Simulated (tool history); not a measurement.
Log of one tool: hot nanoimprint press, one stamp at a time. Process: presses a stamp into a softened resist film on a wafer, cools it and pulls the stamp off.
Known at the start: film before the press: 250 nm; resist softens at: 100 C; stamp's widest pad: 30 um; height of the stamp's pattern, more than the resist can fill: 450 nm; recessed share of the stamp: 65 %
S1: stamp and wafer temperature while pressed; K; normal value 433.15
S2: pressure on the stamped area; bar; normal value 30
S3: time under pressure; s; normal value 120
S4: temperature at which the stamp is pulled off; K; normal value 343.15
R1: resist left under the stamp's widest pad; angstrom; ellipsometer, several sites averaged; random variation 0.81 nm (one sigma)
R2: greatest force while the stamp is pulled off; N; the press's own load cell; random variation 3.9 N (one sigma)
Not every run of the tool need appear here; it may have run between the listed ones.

run  hour      S1    S2   S3      S4    R1   R2
  1     0  433.15    30  120  343.15  1068  194
  2  10.1  433.15    30  120  343.15  1081  200
  3  16.5  433.15  26.8  120  343.15  1142  204
  4  22.3  433.15    30  120  343.15  1075  195
  5    30  433.15    30  120  343.15  1094  200
  6  34.8  433.15    30  120  343.15  1079  194
  7  44.1  433.15    30  120  343.15  1085  201
  8  51.7  433.15    30  120  343.15  1075  203
     55.7  -- plate thermocouple calibrated
  9  59.9  433.15    30  120  343.15  1101  211
 10  67.3  433.15    30  120  343.15  1110  216
 11  72.8  433.15  22.1  120  349.15  1288  170
 12  83.1  440.15  40.6   73  342.15   806  215
 13    90  436.15  21.8  120  346.15  1133  190

Alternative continuations, all from the tool just after run 13; predict every row:
  A  96.3  433.15  34.3   74  343.15   ?   ?
  B  96.3  438.15  29.1  120  346.15   ?   ?
  C  96.3  436.15  21.8   76  346.15   ?   ?
  D  96.3  433.15  30.3  174  343.15   ?   ?

run    R1   R2
  A  1206  214
  B   879  184
  C  1328  194
  D   949  212
With no hidden state in the tool, these same runs would have given:
run    R1   R2
  A  1152  194
  B   839  167
  C  1276  175
  D   903  192
